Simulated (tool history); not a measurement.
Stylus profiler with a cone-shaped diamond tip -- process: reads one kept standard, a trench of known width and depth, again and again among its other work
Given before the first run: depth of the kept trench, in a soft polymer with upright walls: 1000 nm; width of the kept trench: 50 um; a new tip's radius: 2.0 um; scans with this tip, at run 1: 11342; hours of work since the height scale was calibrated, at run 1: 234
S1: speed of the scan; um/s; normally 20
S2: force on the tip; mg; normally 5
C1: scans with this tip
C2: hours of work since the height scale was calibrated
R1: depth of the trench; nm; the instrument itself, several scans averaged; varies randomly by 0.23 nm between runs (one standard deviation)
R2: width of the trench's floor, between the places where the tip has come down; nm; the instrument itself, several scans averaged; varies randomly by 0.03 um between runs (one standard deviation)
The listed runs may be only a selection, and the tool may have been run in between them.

{"run": 1, "hour": 0.0, "S1": 20, "S2": 5, "C1": 11342, "C2": 234, "R1": 1014.65, "R2": 45300}
{"run": 2, "hour": 98.8, "S1": 20, "S2": 5, "C1": 11658, "C2": 296, "R1": 1013.87, "R2": 45240}
{"run": 3, "hour": 180.0, "S1": 20, "S2": 5, "C1": 11917, "C2": 347, "R1": 1013.78, "R2": 45260}
{"run": 4, "hour": 229.8, "S1": 20, "S2": 5, "C1": 12076, "C2": 379, "R1": 1013.7, "R2": 45160}
{"run": 5, "hour": 334.3, "S1": 20, "S2": 5, "C1": 12410, "C2": 444, "R1": 1013.09, "R2": 45120}
{"run": 6, "hour": 418.3, "S1": 20, "S2": 5, "C1": 12679, "C2": 497, "R1": 1012.93, "R2": 45110}
{"run": 7, "hour": 484.2, "S1": 20, "S2": 5, "C1": 12889, "C2": 539, "R1": 1012.67, "R2": 45100}
{"run": 8, "hour": 527.4, "S1": 20, "S2": 5, "C1": 13027, "C2": 566, "R1": 1012.6, "R2": 45090}
{"run": 9, "hour": 591.2, "S1": 20, "S2": 2.58, "C1": 13231, "C2": 606, "R1": 1006.8, "R2": 45020}
{"run": 10, "hour": 643.5, "S1": 8, "S2": 5, "C1": 13398, "C2": 639, "R1": 1012.41, "R2": 45110}
{"run": 11, "hour": 721.2, "S1": 20, "S2": 5, "C1": 13646, "C2": 688, "R1": 1012.17, "R2": 45080}
{"run": 12, "hour": 795.9, "S1": 20, "S2": 5, "C1": 13885, "C2": 735, "R1": 1011.75, "R2": 44990}
{"run": 13, "hour": 859.3, "S1": 20, "S2": 5.87, "C1": 14087, "C2": 775, "R1": 1013.52, "R2": 45030}
{"run": 14, "hour": 909.5, "S1": 20, "S2": 5, "C1": 14248, "C2": 806, "R1": 1011.63, "R2": 44980}
{"run": 15, "hour": 1010.1, "S1": 18, "S2": 5.48, "C1": 14569, "C2": 870, "R1": 1012.04, "R2": 44990}
{"run": 16, "hour": 1104.5, "S1": 22, "S2": 5.48, "C1": 14871, "C2": 929, "R1": 1012.01, "R2": 44950}
{"run": 17, "hour": 1204.8, "S1": 48, "S2": 3.62, "C1": 15191, "C2": 992, "R1": 1007.62, "R2": 44770}
{"hour": 1213.9, "done": "height scale calibrated on a step standard"}
{"run": 18, "hour": 1276.3, "S1": 26, "S2": 4.16, "C1": 15418, "C2": 39, "R1": 1006.85, "R2": 44870}
{"run": 19, "hour": 1379.5, "S1": 36, "S2": 11.04, "C1": 15747, "C2": 104, "R1": 1019.03, "R2": 44840}
{"run": 20, "hour": 1433.8, "S1": 18, "S2": 3.95, "C1": 15921, "C2": 138, "R1": 1005.69, "R2": 44840}
{"run": 21, "hour": 1527.1, "S1": 41, "S2": 2.12, "C1": 16219, "C2": 197, "R1": 1000.75, "R2": 44740}
{"run": 22, "hour": 1621.1, "S1": 43, "S2": 10.46, "C1": 16519, "C2": 256, "R1": 1017.54, "R2": 44790}
{"run": 23, "hour": 1685.5, "S1": 43, "S2": 10.46, "C1": 16725, "C2": 297, "R1": 1017.34, "R2": 44770}
{"run": 24, "hour": 1748.7, "S1": 9, "S2": 5.58, "C1": 16927, "C2": 336, "R1": 1007.94, "R2": 44830}
{"run": 25, "hour": 1831.5, "S1": 8, "S2": 3.74, "C1": 17191, "C2": 388, "R1": 1003.8, "R2": 44820}
{"hour": 1840.9, "done": "height scale calibrated on a step standard, once more"}
{"run": 26, "hour": 1908.4, "S1": 13, "S2": 10.34, "C1": 17436, "C2": 42, "R1": 1024.7, "R2": 44760}
{"run": 27, "hour": 1961.9, "S1": 13, "S2": 10.34, "C1": 17606, "C2": 76, "R1": 1024.53, "R2": 44680}

Consider 5 possible next runs. They are alternatives, not a sequence: every one starts from the tool as it was left by run 27. What does each give?
{"run": "A", "hour": 2012.4, "S1": 12, "S2": 4.08, "C1": 17768, "C2": 108, "R1": "?", "R2": "?"}
{"run": "B", "hour": 2012.4, "S1": 42, "S2": 2.14, "C1": 17768, "C2": 108, "R1": "?", "R2": "?"}
{"run": "C", "hour": 2012.4, "S1": 14, "S2": 2.4, "C1": 17768, "C2": 108, "R1": "?", "R2": "?"}
{"run": "D", "hour": 2012.4, "S1": 12, "S2": 7.77, "C1": 17768, "C2": 108, "R1": "?", "R2": "?"}
{"run": "E", "hour": 2012.4, "S1": 20, "S2": 6.68, "C1": 17768, "C2": 108, "R1": "?", "R2": "?"}

run=A R1=1012.28 R2=44690
run=B R1=1007.94 R2=44500
run=C R1=1008.36 R2=44730
run=D R1=1019.54 R2=44770
run=E R1=1017.95 R2=44680
With no hidden state in the tool, these same runs would have given:
run=A R1=1013.52 R2=46480
run=B R1=1009.17 R2=46280
run=C R1=1009.6 R2=46520
run=D R1=1020.79 R2=46550
run=E R1=1019.19 R2=46460
